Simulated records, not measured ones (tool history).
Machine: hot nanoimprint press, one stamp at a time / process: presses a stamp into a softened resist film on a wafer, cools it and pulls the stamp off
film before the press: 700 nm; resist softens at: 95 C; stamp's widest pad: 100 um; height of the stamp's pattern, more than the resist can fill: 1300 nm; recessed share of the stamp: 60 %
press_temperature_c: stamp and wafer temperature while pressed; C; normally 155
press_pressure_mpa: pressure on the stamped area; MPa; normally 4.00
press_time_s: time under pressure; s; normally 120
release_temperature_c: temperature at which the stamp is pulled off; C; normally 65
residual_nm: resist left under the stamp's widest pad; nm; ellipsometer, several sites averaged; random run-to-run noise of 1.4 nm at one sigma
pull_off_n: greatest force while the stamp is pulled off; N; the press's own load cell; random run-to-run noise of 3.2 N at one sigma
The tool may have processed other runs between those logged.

| run | day | press_temperature_c | press_pressure_mpa | press_time_s | release_temperature_c | residual_nm | pull_off_n |
|---|---|---|---|---|---|---|---|
| 1 | 0.000 | 155 | 4.00 | 120 | 65 | 284.8 | 226 |
|  | 1.192 | stamp cleaned and given a new release coat |
| 2 | 2.183 | 155 | 4.00 | 120 | 65 | 288.4 | 148 |
| 3 | 4.158 | 155 | 2.87 | 120 | 65 | 342.2 | 158 |
| 4 | 5.758 | 155 | 2.87 | 120 | 51 | 347.6 | 179 |
| 5 | 7.896 | 155 | 4.00 | 120 | 65 | 292.4 | 172 |
| 6 | 9.679 | 155 | 4.00 | 120 | 65 | 294.2 | 172 |
| 7 | 11.792 | 155 | 5.30 | 120 | 65 | 255.1 | 181 |
| 8 | 14.162 | 165 | 4.00 | 120 | 65 | 213.1 | 187 |
|  | 15.421 | plate thermocouple calibrated |
| 9 | 16.475 | 165 | 4.00 | 120 | 65 | 205.8 | 191 |
| 10 | 17.679 | 165 | 4.00 | 120 | 65 | 203.3 | 190 |
|  | 19.829 | press's hydraulic seals changed and the load cell set to zero |
| 11 | 20.304 | 165 | 4.00 | 120 | 65 | 202.2 | 199 |
| 12 | 21.775 | 165 | 4.00 | 120 | 65 | 202.8 | 210 |
| 13 | 22.929 | 155 | 4.00 | 63 | 65 | 361.6 | 209 |
| 14 | 23.996 | 155 | 5.74 | 63 | 65 | 295.7 | 214 |
| 15 | 25.125 | 155 | 5.74 | 63 | 65 | 297.4 | 226 |
| 16 | 27.042 | 146 | 5.74 | 102 | 60 | 358.1 | 230 |
|  | 28.550 | stamp cleaned and given a new release coat |
| 17 | 28.550 | 164 | 4.00 | 67 | 64 | 262.8 | 145 |
| 18 | 30.842 | 164 | 4.28 | 120 | 70 | 204.5 | 150 |
| 19 | 32.100 | 164 | 4.28 | 120 | 52 | 206.2 | 176 |
|  | 32.950 | plate thermocouple calibrated |
| 20 | 33.471 | 161 | 4.00 | 120 | 65 | 231.3 | 166 |
| 21 | 35.450 | 155 | 4.00 | 120 | 52 | 287.8 | 179 |
| 22 | 37.079 | 155 | 4.00 | 120 | 52 | 286.6 | 191 |
| 23 | 39.088 | 155 | 4.00 | 120 | 52 | 290.5 | 199 |
| 24 | 41.179 | 152 | 3.84 | 97 | 65 | 357.0 | 186 |
| 25 | 43.112 | 152 | 3.84 | 97 | 65 | 358.0 | 190 |
| 26 | 44.667 | 152 | 3.89 | 80 | 65 | 379.5 | 197 |
| 27 | 46.400 | 152 | 3.89 | 80 | 65 | 382.8 | 209 |
| 28 | 48.738 | 152 | 3.89 | 80 | 65 | 380.7 | 207 |

Forecast each of these 3 alternatives for the next run:
|  | 49.838 | plate thermocouple calibrated |
| A | 51.342 | 154 | 5.47 | 120 | 67 | ? | ? |
|  | 49.838 | plate thermocouple calibrated |
| B | 51.342 | 148 | 3.89 | 80 | 53 | ? | ? |
|  | 49.838 | plate thermocouple calibrated |
| C | 51.342 | 155 | 2.80 | 120 | 65 | ? | ? |

| run | residual_nm | pull_off_n |
|---|---|---|
| A | 257.0 | 214 |
| B | 427.2 | 225 |
| C | 350.7 | 210 |
The same runs, with their run-to-run variation unchanged, on a tool lacking any hidden condition would have given:
| run | residual_nm | pull_off_n |
|---|---|---|
| A | 247.4 | 148 |
| B | 417.0 | 156 |
| C | 343.3 | 145 |
